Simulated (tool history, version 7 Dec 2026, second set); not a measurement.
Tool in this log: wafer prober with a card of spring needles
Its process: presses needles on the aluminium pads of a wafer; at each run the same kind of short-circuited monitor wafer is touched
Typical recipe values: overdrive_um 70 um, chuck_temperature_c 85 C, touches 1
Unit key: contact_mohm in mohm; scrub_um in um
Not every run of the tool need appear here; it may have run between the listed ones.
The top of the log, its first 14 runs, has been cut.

At hour 469.0: tips cleaned on abrasive film.
At hour 490.6: tips cleaned on abrasive film.
Run 15, hour 490.6: usual settings but chuck_temperature_c 75 C. Result: contact_mohm 261 mohm, scrub_um 17.28 um.
At hour 511.2: tips cleaned on abrasive film.
Run 16, hour 525.7: usual settings but chuck_temperature_c 75 C. Result: contact_mohm 382 mohm, scrub_um 17.29 um.
At hour 531.4: tips cleaned on abrasive film.
At hour 554.8: tips cleaned on abrasive film.
Run 17, hour 569.9: usual settings but overdrive_um 78 um, chuck_temperature_c 67 C, touches 2. Result: contact_mohm 304 mohm, scrub_um 19.21 um.
At hour 575.5: tips cleaned on abrasive film.
At hour 597.4: tips cleaned on abrasive film.
Run 18, hour 599.8: usual settings. Result: contact_mohm 294 mohm, scrub_um 17.20 um.
At hour 619.8: tips cleaned on abrasive film.
At hour 642.9: tips cleaned on abrasive film.
Run 19, hour 646.0: usual settings but overdrive_um 65 um, chuck_temperature_c 120 C, touches 3. Result: contact_mohm 284 mohm, scrub_um 15.96 um.
At hour 663.6: tips cleaned on abrasive film.
At hour 683.7: tips cleaned on abrasive film.
Run 20, hour 683.7: usual settings but overdrive_um 65 um, chuck_temperature_c 120 C. Result: contact_mohm 274 mohm, scrub_um 15.95 um.
At hour 703.6: tips cleaned on abrasive film.
Run 21, hour 711.9: usual settings but overdrive_um 65 um, chuck_temperature_c 120 C. Result: contact_mohm 382 mohm, scrub_um 15.93 um.
At hour 722.2: height of the first contact set anew.
At hour 725.7: tips cleaned on abrasive film.
Run 22, hour 732.7: usual settings but overdrive_um 52 um, chuck_temperature_c 118 C. Result: contact_mohm 444 mohm, scrub_um 12.85 um.
At hour 749.3: tips cleaned on abrasive film.
At hour 769.9: tips cleaned on abrasive film.
Run 23, hour 775.9: usual settings but touches 2. Result: contact_mohm 304 mohm, scrub_um 17.25 um.
At hour 793.9: tips cleaned on abrasive film.
At hour 814.6: tips cleaned on abrasive film.
Run 24, hour 820.4: usual settings but overdrive_um 60 um, chuck_temperature_c 38 C, touches 2. Result: contact_mohm 310 mohm, scrub_um 14.80 um.
At hour 834.9: tips cleaned on abrasive film.
Run 25, hour 843.2: usual settings but overdrive_um 60 um, chuck_temperature_c 38 C, touches 2. Result: contact_mohm 338 mohm, scrub_um 14.77 um.
At hour 855.6: tips cleaned on abrasive film.
Run 26, hour 863.5: usual settings but overdrive_um 72 um, chuck_temperature_c 33 C, touches 2. Result: contact_mohm 301 mohm, scrub_um 17.73 um.
At hour 876.9: tips cleaned on abrasive film.
At hour 896.9: tips cleaned on abrasive film.
Run 27, hour 905.9: usual settings but overdrive_um 72 um, chuck_temperature_c 68 C, touches 2. Result: contact_mohm 309 mohm, scrub_um 17.72 um.
At hour 918.3: tips cleaned on abrasive film.
Run 28, hour 928.0: usual settings but overdrive_um 72 um, chuck_temperature_c 68 C, touches 2. Result: contact_mohm 312 mohm, scrub_um 17.69 um.
At hour 941.6: tips cleaned on abrasive film.
Run 29, hour 951.2: usual settings but overdrive_um 63 um, touches 2. Result: contact_mohm 334 mohm, scrub_um 15.44 um.
At hour 962.1: tips cleaned on abrasive film.
Run 30, hour 974.7: usual settings but overdrive_um 63 um, touches 2. Result: contact_mohm 352 mohm, scrub_um 15.46 um.
At hour 983.9: tips cleaned on abrasive film.
At hour 1007.3: tips cleaned on abrasive film.
At hour 1013.8: height of the first contact set anew.
Run 31, hour 1018.9: usual settings but overdrive_um 60 um, chuck_temperature_c 66 C. Result: contact_mohm 417 mohm, scrub_um 14.81 um.
At hour 1029.3: tips cleaned on abrasive film.
Run 32, hour 1042.8: usual settings but overdrive_um 83 um, chuck_temperature_c 29 C. Result: contact_mohm 337 mohm, scrub_um 20.45 um.

3 options for the next run, each taken on its own from the tool as it stands now. Forecast them:
At hour 1050.6: tips cleaned on abrasive film.
At hour 1071.7: tips cleaned on abrasive film.
Run A, hour 1090.0: usual settings but overdrive_um 83 um, chuck_temperature_c 66 C. Result: contact_mohm ?, scrub_um ?.
At hour 1050.6: tips cleaned on abrasive film.
At hour 1071.7: tips cleaned on abrasive film.
Run B, hour 1090.0: usual settings but overdrive_um 83 um, chuck_temperature_c 29 C. Result: contact_mohm ?, scrub_um ?.
At hour 1050.6: tips cleaned on abrasive film.
At hour 1071.7: tips cleaned on abrasive film.
Run C, hour 1090.0: usual settings but overdrive_um 66 um, chuck_temperature_c 118 C. Result: contact_mohm ?, scrub_um ?.

run  contact_mohm  scrub_um
  A           350     20.48
  B           347     20.47
  C           411     16.28
The same runs, with their run-to-run variation unchanged, on a tool lacking any hidden condition would have given:
run  contact_mohm  scrub_um
  A           240     20.51
  B           231     20.50
  C           260     16.31
